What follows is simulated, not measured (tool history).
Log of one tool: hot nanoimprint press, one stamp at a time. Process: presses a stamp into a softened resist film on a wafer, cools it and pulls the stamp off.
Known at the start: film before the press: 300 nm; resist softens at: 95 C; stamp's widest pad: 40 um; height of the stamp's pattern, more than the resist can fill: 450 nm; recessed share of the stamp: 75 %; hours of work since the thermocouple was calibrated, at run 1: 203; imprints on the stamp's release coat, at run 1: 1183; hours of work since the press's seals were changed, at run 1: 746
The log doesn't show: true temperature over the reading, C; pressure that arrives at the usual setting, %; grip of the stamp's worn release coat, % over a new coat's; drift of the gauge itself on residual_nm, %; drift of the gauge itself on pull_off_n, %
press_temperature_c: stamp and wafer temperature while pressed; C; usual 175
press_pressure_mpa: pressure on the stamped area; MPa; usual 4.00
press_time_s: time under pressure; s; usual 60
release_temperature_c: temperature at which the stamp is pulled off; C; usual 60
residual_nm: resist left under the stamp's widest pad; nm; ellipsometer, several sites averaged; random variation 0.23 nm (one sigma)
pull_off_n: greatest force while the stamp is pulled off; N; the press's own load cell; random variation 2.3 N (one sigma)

run,hour,press_temperature_c,press_pressure_mpa,press_time_s,release_temperature_c,hours of work since the thermocouple was calibrated,imprints on the stamp's release coat,hours of work since the press's seals were changed,residual_nm,pull_off_n
1,0.0,175,4.00,60,60,203,1183,746,105.2,236
# hour 16.3: stamp cleaned and given a new release coat
2,63.3,175,4.00,60,60,239,215,782,105.0,234
3,120.0,175,4.00,60,60,274,473,817,105.5,240
4,183.3,175,4.00,60,60,314,762,856,105.5,239
5,254.8,175,4.00,60,58,358,1088,901,105.3,243
# hour 267.9: press's hydraulic seals changed and the load cell set to zero
# hour 302.9: stamp cleaned and given a new release coat
6,321.5,175,4.00,60,58,391,85,30,105.0,241
7,361.1,175,4.00,60,58,415,265,54,105.3,240
8,395.2,175,4.00,60,58,437,420,75,105.2,243
9,430.5,175,4.00,60,58,459,581,97,105.0,244
# hour 445.0: plate thermocouple calibrated
10,474.0,175,4.00,60,58,18,766,123,105.7,239
11,533.3,175,4.00,60,58,55,1036,160,105.1,246
# hour 582.6: stamp cleaned and given a new release coat
12,600.4,175,4.00,60,60,93,82,198,105.3,239
13,669.2,175,4.00,60,60,136,395,240,105.3,233
14,727.2,175,4.00,60,60,172,660,276,105.6,235
15,766.1,175,4.00,60,60,196,837,301,105.1,236
16,797.2,173,4.30,56,63,215,978,320,113.2,225
17,827.8,167,2.84,74,56,234,1118,339,153.3,250
# hour 861.1: stamp cleaned and given a new release coat
18,866.7,175,4.00,36,60,255,26,360,130.0,239
19,940.0,175,5.16,60,54,300,360,405,93.3,258
20,1011.8,185,4.00,38,61,345,687,450,88.1,230
21,1078.5,185,4.00,38,61,387,991,491,88.4,232
# hour 1139.5: stamp cleaned and given a new release coat
22,1145.7,185,4.52,65,61,425,28,529,65.5,234
# hour 1214.2: plate thermocouple calibrated
23,1217.6,186,5.51,65,46,2,342,572,56.7,280
24,1257.7,185,2.51,60,60,27,525,597,91.9,233
25,1320.3,181,2.51,113,60,66,810,636,80.2,232
26,1352.8,165,2.51,34,60,86,958,656,214.5,236

Run 27 comes next. What will it give?
27,1387.6,175,3.16,60,60,108,1117,678,?,?

residual_nm: 117.6 nm
pull_off_n: 237 N
Without the tool's hidden state the same run would have given residual_nm 117.6 nm, pull_off_n 236 N.

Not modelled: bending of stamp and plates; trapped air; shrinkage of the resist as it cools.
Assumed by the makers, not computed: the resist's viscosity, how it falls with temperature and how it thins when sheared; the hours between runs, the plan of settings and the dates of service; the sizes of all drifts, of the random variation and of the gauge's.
